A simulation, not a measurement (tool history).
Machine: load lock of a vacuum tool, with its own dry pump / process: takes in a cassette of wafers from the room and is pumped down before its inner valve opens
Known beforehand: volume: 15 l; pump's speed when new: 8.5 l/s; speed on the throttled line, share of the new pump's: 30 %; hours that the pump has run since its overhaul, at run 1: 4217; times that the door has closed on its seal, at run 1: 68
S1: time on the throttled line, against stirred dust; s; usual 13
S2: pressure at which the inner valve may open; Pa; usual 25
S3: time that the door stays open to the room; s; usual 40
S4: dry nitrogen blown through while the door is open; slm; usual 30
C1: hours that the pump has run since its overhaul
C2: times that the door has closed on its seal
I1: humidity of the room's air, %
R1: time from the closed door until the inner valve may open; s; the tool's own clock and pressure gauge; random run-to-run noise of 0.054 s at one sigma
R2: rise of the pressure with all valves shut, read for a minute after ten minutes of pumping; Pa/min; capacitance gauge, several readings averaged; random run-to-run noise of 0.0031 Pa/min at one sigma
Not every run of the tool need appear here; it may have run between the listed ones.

{"run": 1, "hour": 0.0, "S1": 13, "S2": 25, "S3": 40, "S4": 30, "C1": 4217, "C2": 68, "I1": 44.0, "R1": 24.04, "R2": 0.062}
{"run": 2, "hour": 57.3, "S1": 13, "S2": 25, "S3": 40, "S4": 30, "C1": 4275, "C2": 269, "I1": 45.3, "R1": 24.05, "R2": 0.062}
{"run": 3, "hour": 144.7, "S1": 13, "S2": 25, "S3": 34, "S4": 30, "C1": 4362, "C2": 574, "I1": 47.6, "R1": 23.98, "R2": 0.061}
{"run": 4, "hour": 280.1, "S1": 24, "S2": 25, "S3": 40, "S4": 30, "C1": 4497, "C2": 1047, "I1": 46.4, "R1": 31.55, "R2": 0.06}
{"run": 5, "hour": 408.2, "S1": 13, "S2": 25, "S3": 40, "S4": 30, "C1": 4625, "C2": 1494, "I1": 49.6, "R1": 24.03, "R2": 0.064}
{"run": 6, "hour": 520.3, "S1": 13, "S2": 25, "S3": 58, "S4": 30, "C1": 4737, "C2": 1886, "I1": 46.6, "R1": 24.01, "R2": 0.085}
{"run": 7, "hour": 609.4, "S1": 13, "S2": 25, "S3": 58, "S4": 30, "C1": 4827, "C2": 2197, "I1": 41.5, "R1": 24.04, "R2": 0.08}
{"run": 8, "hour": 692.2, "S1": 13, "S2": 25, "S3": 40, "S4": 30, "C1": 4909, "C2": 2486, "I1": 45.6, "R1": 24.09, "R2": 0.067}
{"run": 9, "hour": 808.4, "S1": 13, "S2": 25, "S3": 40, "S4": 30, "C1": 5026, "C2": 2892, "I1": 44.2, "R1": 24.11, "R2": 0.067}
{"run": 10, "hour": 924.3, "S1": 13, "S2": 25, "S3": 40, "S4": 30, "C1": 5141, "C2": 3297, "I1": 44.0, "R1": 24.09, "R2": 0.063}
{"run": 11, "hour": 1020.4, "S1": 13, "S2": 25, "S3": 40, "S4": 30, "C1": 5238, "C2": 3632, "I1": 45.9, "R1": 24.01, "R2": 0.069}
{"run": 12, "hour": 1142.5, "S1": 13, "S2": 25, "S3": 58, "S4": 30, "C1": 5360, "C2": 4059, "I1": 45.7, "R1": 24.15, "R2": 0.084}
{"run": 13, "hour": 1220.8, "S1": 13, "S2": 32, "S3": 58, "S4": 30, "C1": 5438, "C2": 4333, "I1": 44.7, "R1": 23.65, "R2": 0.083}
{"run": 14, "hour": 1330.6, "S1": 13, "S2": 32, "S3": 58, "S4": 30, "C1": 5548, "C2": 4716, "I1": 41.1, "R1": 23.55, "R2": 0.079}
{"run": 15, "hour": 1465.9, "S1": 13, "S2": 34, "S3": 58, "S4": 11, "C1": 5683, "C2": 5189, "I1": 44.4, "R1": 23.49, "R2": 0.104}
{"run": 16, "hour": 1544.0, "S1": 13, "S2": 25, "S3": 34, "S4": 30, "C1": 5761, "C2": 5462, "I1": 42.8, "R1": 24.13, "R2": 0.065}
{"run": 17, "hour": 1655.2, "S1": 13, "S2": 25, "S3": 83, "S4": 30, "C1": 5872, "C2": 5850, "I1": 45.5, "R1": 24.1, "R2": 0.104}
{"run": 18, "hour": 1735.1, "S1": 7, "S2": 37, "S3": 36, "S4": 30, "C1": 5952, "C2": 6129, "I1": 42.4, "R1": 19.27, "R2": 0.073}
{"run": 19, "hour": 1840.5, "S1": 7, "S2": 37, "S3": 36, "S4": 30, "C1": 6058, "C2": 6497, "I1": 43.3, "R1": 19.28, "R2": 0.07}
{"run": 20, "hour": 1962.9, "S1": 7, "S2": 37, "S3": 36, "S4": 30, "C1": 6180, "C2": 6925, "I1": 42.1, "R1": 19.21, "R2": 0.074}
{"run": 21, "hour": 2042.2, "S1": 10, "S2": 22, "S3": 40, "S4": 14, "C1": 6259, "C2": 7202, "I1": 43.3, "R1": 22.43, "R2": 0.089}

Each row is a separate what-if for the run after 21, all from the same tool condition, not one after another. Results?
{"run": "A", "hour": 2146.8, "S1": 10, "S2": 20, "S3": 98, "S4": 30, "C1": 6364, "C2": 7567, "I1": 49.8, "R1": "?", "R2": "?"}
{"run": "B", "hour": 2146.8, "S1": 25, "S2": 22, "S3": 40, "S4": 30, "C1": 6364, "C2": 7567, "I1": 42.4, "R1": "?", "R2": "?"}
{"run": "C", "hour": 2146.8, "S1": 13, "S2": 25, "S3": 102, "S4": 24, "C1": 6364, "C2": 7567, "I1": 46.8, "R1": "?", "R2": "?"}

run=A R1=22.56 R2=0.127
run=B R1=32.70 R2=0.075
run=C R1=24.20 R2=0.133
Take away the tool's hidden state, keep each run's random variation, and the runs would have read:
run=A R1=22.18 R2=0.106
run=B R1=32.47 R2=0.054
run=C R1=23.86 R2=0.112
